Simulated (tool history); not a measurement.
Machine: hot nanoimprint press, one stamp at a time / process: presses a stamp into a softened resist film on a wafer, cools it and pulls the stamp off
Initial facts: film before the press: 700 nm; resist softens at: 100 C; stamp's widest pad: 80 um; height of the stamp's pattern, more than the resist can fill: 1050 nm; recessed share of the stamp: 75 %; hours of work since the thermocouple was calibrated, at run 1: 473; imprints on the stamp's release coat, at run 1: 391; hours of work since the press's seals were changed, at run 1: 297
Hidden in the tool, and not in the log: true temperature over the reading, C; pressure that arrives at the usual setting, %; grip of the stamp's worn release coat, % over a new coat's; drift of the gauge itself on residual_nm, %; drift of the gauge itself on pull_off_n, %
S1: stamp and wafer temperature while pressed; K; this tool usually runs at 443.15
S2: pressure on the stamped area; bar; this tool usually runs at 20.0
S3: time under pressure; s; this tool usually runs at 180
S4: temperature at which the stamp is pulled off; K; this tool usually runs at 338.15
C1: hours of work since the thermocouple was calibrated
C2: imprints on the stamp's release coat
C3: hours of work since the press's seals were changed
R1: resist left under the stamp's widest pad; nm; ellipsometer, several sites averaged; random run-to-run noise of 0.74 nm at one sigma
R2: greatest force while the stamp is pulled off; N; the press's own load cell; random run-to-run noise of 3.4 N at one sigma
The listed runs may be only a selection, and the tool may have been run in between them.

| run | hour | S1 | S2 | S3 | S4 | C1 | C2 | C3 | R1 | R2 |
|---|---|---|---|---|---|---|---|---|---|---|
| 1 | 0.0 | 443.15 | 20.0 | 180 | 338.15 | 473 | 391 | 297 | 323.5 | 185 |
| 2 | 12.1 | 443.15 | 20.0 | 180 | 338.15 | 480 | 431 | 304 | 323.8 | 181 |
| 3 | 23.0 | 443.15 | 20.0 | 156 | 338.15 | 486 | 466 | 310 | 343.0 | 182 |
| 4 | 36.7 | 443.15 | 20.0 | 156 | 338.15 | 493 | 510 | 317 | 341.8 | 190 |
| 5 | 48.6 | 443.15 | 20.0 | 156 | 338.15 | 500 | 548 | 324 | 340.8 | 187 |
| 6 | 60.8 | 443.15 | 20.0 | 156 | 338.15 | 507 | 588 | 331 | 341.7 | 192 |
| 7 | 75.9 | 443.15 | 20.0 | 156 | 338.15 | 515 | 637 | 339 | 339.1 | 195 |
| 8 | 85.2 | 443.15 | 20.0 | 156 | 338.15 | 520 | 667 | 344 | 340.1 | 195 |
| 9 | 98.5 | 443.15 | 20.0 | 156 | 338.15 | 527 | 710 | 352 | 341.3 | 193 |
| 10 | 107.8 | 443.15 | 20.0 | 156 | 338.15 | 533 | 740 | 357 | 340.5 | 199 |
| 11 | 119.0 | 443.15 | 15.0 | 180 | 338.15 | 539 | 776 | 363 | 361.5 | 196 |
| 12 | 133.9 | 445.15 | 15.0 | 172 | 338.15 | 547 | 824 | 371 | 337.7 | 210 |
|  | 138.4 | plate thermocouple calibrated |
| 13 | 150.6 | 445.15 | 15.0 | 172 | 338.15 | 7 | 868 | 379 | 330.3 | 209 |
| 14 | 164.0 | 447.15 | 20.0 | 93 | 338.15 | 14 | 912 | 386 | 338.1 | 214 |
|  | 180.6 | plate thermocouple calibrated, once more |
| 15 | 182.7 | 447.15 | 20.0 | 93 | 338.15 | 1 | 962 | 395 | 362.6 | 209 |
| 16 | 198.7 | 443.15 | 20.0 | 238 | 333.15 | 10 | 1014 | 404 | 302.9 | 225 |
| 17 | 215.4 | 443.15 | 20.0 | 238 | 333.15 | 19 | 1068 | 413 | 303.8 | 226 |
| 18 | 226.3 | 442.15 | 20.0 | 180 | 338.15 | 25 | 1103 | 419 | 353.3 | 218 |
| 19 | 237.9 | 442.15 | 20.0 | 251 | 335.15 | 32 | 1141 | 425 | 312.7 | 230 |
| 20 | 252.8 | 442.15 | 20.0 | 251 | 335.15 | 40 | 1189 | 433 | 309.8 | 230 |
| 21 | 267.0 | 436.15 | 28.1 | 187 | 324.15 | 48 | 1235 | 441 | 402.0 | 250 |
| 22 | 276.6 | 434.15 | 26.0 | 177 | 342.15 | 53 | 1265 | 446 | 454.4 | 220 |

Consider 3 possible next runs. They are alternatives, not a sequence: every one starts from the tool as it was left by run 22. What does each give?
| A | 284.8 | 434.15 | 17.6 | 193 | 338.15 | 57 | 1292 | 451 | ? | ? |
| B | 284.8 | 443.15 | 20.0 | 180 | 340.15 | 57 | 1292 | 451 | ? | ? |
| C | 284.8 | 443.15 | 20.0 | 221 | 338.15 | 57 | 1292 | 451 | ? | ? |

| run | R1 | R2 |
|---|---|---|
| A | 499.0 | 231 |
| B | 337.4 | 232 |
| C | 311.6 | 235 |
With the hidden condition removed and each run's random variation left untouched, the same runs would have given:
| run | R1 | R2 |
|---|---|---|
| A | 497.7 | 161 |
| B | 335.4 | 163 |
| C | 309.6 | 164 |
